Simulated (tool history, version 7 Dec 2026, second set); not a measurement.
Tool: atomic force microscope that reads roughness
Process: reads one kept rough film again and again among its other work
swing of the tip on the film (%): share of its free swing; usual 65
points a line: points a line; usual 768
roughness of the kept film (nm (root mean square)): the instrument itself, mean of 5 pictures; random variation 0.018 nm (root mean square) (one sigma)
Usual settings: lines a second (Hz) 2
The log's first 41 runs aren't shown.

| run | hour | lines a second (Hz) | swing of the tip on the film (%) | points a line | roughness of the kept film (nm (root mean square)) |
|---|---|---|---|---|---|
|  | 1710.2 | new tip fitted |
| 42 | 1730.9 | 2.44 | 56 | 424 | 4.468 |
| 43 | 1765.1 | 1.44 | 77 | 654 | 4.342 |
| 44 | 1805.2 | 2.16 | 70 | 420 | 4.334 |
| 45 | 1857.3 | 3.19 | 65 | 768 | 4.32 |
|  | 1880.7 | new tip fitted |
| 46 | 1883 | 1.52 | 65 | 768 | 4.483 |
| 47 | 1920.4 | 1.52 | 65 | 768 | 4.476 |
| 48 | 1975.8 | 2 | 60 | 871 | 4.494 |
| 49 | 2007.5 | 1.27 | 89 | 997 | 4.217 |
| 50 | 2035 | 1.27 | 89 | 997 | 4.205 |
|  | 2050.5 | new tip fitted |
| 51 | 2078.9 | 1.27 | 83 | 997 | 4.331 |
| 52 | 2121 | 0.62 | 75 | 859 | 4.548 |

4 ways to go on from here, each from the tool as it stands after run 52. What would each give?
| A | 2152.7 | 0.62 | 56 | 859 | ? |
| B | 2152.7 | 2 | 55 | 805 | ? |
| C | 2152.7 | 0.97 | 64 | 859 | ? |
| D | 2152.7 | 2 | 65 | 440 | ? |

| run | roughness of the kept film (nm (root mean square)) |
|---|---|
| A | 4.605 |
| B | 4.503 |
| C | 4.543 |
| D | 4.414 |
Without the tool's hidden state the same runs would have given:
| run | roughness of the kept film (nm (root mean square)) |
|---|---|
| A | 4.614 |
| B | 4.513 |
| C | 4.553 |
| D | 4.423 |

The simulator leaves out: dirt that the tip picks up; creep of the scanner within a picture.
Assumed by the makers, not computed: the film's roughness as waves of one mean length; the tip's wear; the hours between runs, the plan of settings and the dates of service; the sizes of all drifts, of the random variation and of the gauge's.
